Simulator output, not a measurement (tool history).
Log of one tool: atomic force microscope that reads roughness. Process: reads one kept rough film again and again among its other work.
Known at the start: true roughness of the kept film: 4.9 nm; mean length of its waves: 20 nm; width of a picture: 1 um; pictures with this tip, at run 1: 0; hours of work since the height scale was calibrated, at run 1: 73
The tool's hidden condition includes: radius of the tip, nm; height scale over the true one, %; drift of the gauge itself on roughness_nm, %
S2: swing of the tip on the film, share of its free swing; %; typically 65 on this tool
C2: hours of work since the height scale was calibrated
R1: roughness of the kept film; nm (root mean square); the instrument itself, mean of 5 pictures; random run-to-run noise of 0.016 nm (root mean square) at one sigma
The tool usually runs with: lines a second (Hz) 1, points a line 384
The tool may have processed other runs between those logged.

run 1 hour=0 | lines_a_second_(Hz)=1 S2=65 points_a_line=384 | pictures_with_this_tip=0 C2=73 | R1=3.677
run 2 hour=22.7 | lines_a_second_(Hz)=1 S2=65 points_a_line=384 | pictures_with_this_tip=34 C2=83 | R1=3.143
run 3 hour=52.8 | lines_a_second_(Hz)=1 S2=65 points_a_line=384 | pictures_with_this_tip=79 C2=97 | R1=2.634
run 4 hour=76.6 | lines_a_second_(Hz)=1.56 S2=65 points_a_line=384 | pictures_with_this_tip=115 C2=108 | R1=2.287
-- hour=88.6 new tip fitted
run 5 hour=99 | lines_a_second_(Hz)=1.56 S2=65 points_a_line=384 | pictures_with_this_tip=15 C2=118 | R1=3.412
run 6 hour=131.4 | lines_a_second_(Hz)=1.56 S2=65 points_a_line=384 | pictures_with_this_tip=64 C2=132 | R1=2.697
run 7 hour=163.1 | lines_a_second_(Hz)=1 S2=65 points_a_line=384 | pictures_with_this_tip=111 C2=147 | R1=2.319
run 8 hour=176.4 | lines_a_second_(Hz)=1 S2=65 points_a_line=384 | pictures_with_this_tip=131 C2=153 | R1=2.186
-- hour=180 new tip fitted
run 9 hour=193.6 | lines_a_second_(Hz)=0.77 S2=65 points_a_line=384 | pictures_with_this_tip=20 C2=160 | R1=3.403
run 10 hour=223.4 | lines_a_second_(Hz)=1.82 S2=65 points_a_line=384 | pictures_with_this_tip=65 C2=174 | R1=2.693
run 11 hour=252 | lines_a_second_(Hz)=1.82 S2=65 points_a_line=384 | pictures_with_this_tip=108 C2=187 | R1=2.321
-- hour=270.8 new tip fitted
run 12 hour=275 | lines_a_second_(Hz)=1 S2=88 points_a_line=384 | pictures_with_this_tip=7 C2=197 | R1=3.367
run 13 hour=297.2 | lines_a_second_(Hz)=1 S2=88 points_a_line=384 | pictures_with_this_tip=40 C2=207 | R1=2.866
run 14 hour=316.6 | lines_a_second_(Hz)=3.61 S2=88 points_a_line=620 | pictures_with_this_tip=69 C2=216 | R1=2.077
run 15 hour=347.7 | lines_a_second_(Hz)=0.72 S2=68 points_a_line=671 | pictures_with_this_tip=116 C2=230 | R1=2.362
-- hour=359.8 new tip fitted
run 16 hour=367.8 | lines_a_second_(Hz)=1 S2=65 points_a_line=535 | pictures_with_this_tip=12 C2=239 | R1=3.474
run 17 hour=396.3 | lines_a_second_(Hz)=1 S2=87 points_a_line=384 | pictures_with_this_tip=55 C2=252 | R1=2.685
run 18 hour=422.9 | lines_a_second_(Hz)=1.79 S2=65 points_a_line=564 | pictures_with_this_tip=95 C2=264 | R1=2.411
run 19 hour=440.8 | lines_a_second_(Hz)=1.44 S2=65 points_a_line=310 | pictures_with_this_tip=121 C2=272 | R1=2.209
-- hour=449.9 new tip fitted
run 20 hour=460.9 | lines_a_second_(Hz)=2.86 S2=65 points_a_line=320 | pictures_with_this_tip=17 C2=281 | R1=3.209
run 21 hour=484.5 | lines_a_second_(Hz)=3.86 S2=60 points_a_line=320 | pictures_with_this_tip=52 C2=291 | R1=2.735
run 22 hour=507.4 | lines_a_second_(Hz)=1 S2=70 points_a_line=938 | pictures_with_this_tip=86 C2=302 | R1=2.631
run 23 hour=537.4 | lines_a_second_(Hz)=2.68 S2=70 points_a_line=586 | pictures_with_this_tip=131 C2=315 | R1=2.085

Alternative continuations, all from the tool just after run 23; predict every row:
-- hour=540.1 new tip fitted
run A hour=554.5 | lines_a_second_(Hz)=2.68 S2=70 points_a_line=543 | pictures_with_this_tip=21 C2=323 | R1=?
-- hour=540.1 new tip fitted
run B hour=554.5 | lines_a_second_(Hz)=2.68 S2=70 points_a_line=853 | pictures_with_this_tip=21 C2=323 | R1=?
-- hour=540.1 new tip fitted
run C hour=554.5 | lines_a_second_(Hz)=2.68 S2=64 points_a_line=576 | pictures_with_this_tip=21 C2=323 | R1=?

run=A R1=3.158
run=B R1=3.165
run=C R1=3.221
Take away the tool's hidden state, keep each run's random variation, and the runs would have read:
run=A R1=3.551
run=B R1=3.559
run=C R1=3.623

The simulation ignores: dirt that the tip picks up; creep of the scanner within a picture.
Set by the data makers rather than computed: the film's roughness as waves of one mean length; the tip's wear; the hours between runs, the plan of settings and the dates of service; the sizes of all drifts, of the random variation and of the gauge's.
